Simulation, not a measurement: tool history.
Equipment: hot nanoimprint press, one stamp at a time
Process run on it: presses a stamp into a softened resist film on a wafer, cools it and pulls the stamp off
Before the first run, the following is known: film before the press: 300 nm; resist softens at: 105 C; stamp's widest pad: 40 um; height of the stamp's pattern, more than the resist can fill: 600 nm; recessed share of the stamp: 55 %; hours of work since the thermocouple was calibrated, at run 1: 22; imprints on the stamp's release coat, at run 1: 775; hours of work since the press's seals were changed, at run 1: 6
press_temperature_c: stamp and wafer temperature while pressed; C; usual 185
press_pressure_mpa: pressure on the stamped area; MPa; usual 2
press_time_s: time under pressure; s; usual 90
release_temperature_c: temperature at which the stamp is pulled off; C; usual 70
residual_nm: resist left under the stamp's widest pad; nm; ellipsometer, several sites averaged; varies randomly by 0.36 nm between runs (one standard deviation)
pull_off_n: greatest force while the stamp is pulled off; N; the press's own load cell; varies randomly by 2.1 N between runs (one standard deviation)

run	hour	press_temperature_c	press_pressure_mpa	press_time_s	release_temperature_c	hours of work since the thermocouple was calibrated	imprints on the stamp's release coat	hours of work since the press's seals were changed	residual_nm	pull_off_n
1	0	185	2	90	70	22	775	6	137.1	229
2	8.2	185	2	90	70	28	793	12	135.9	230
3	18	185	2	90	70	35	816	19	137.8	229
4	31.9	185	2	90	70	45	847	29	137.4	232
5	39.2	185	2	90	70	50	864	35	137.3	228
6	47.8	185	2	90	70	56	883	41	137.2	228
7	58	185	2	90	58	63	906	48	136.9	282
8	66	185	2	90	58	69	924	54	136.9	278
9	72.1	185	2	90	58	73	938	58	137.4	276
10	80.8	185	2	90	58	80	958	64	136.5	278
11	90.8	189	2.8	46	67	87	980	71	131.9	241

The next listed run, before its measurement:
12	97.8	185	1.72	82	70	92	996	76	?	?

residual_nm: 152 nm
pull_off_n: 234 N
With the hidden condition absent and the run-to-run variation left alone, this run would have shown residual_nm 152 nm, pull_off_n 234 N.
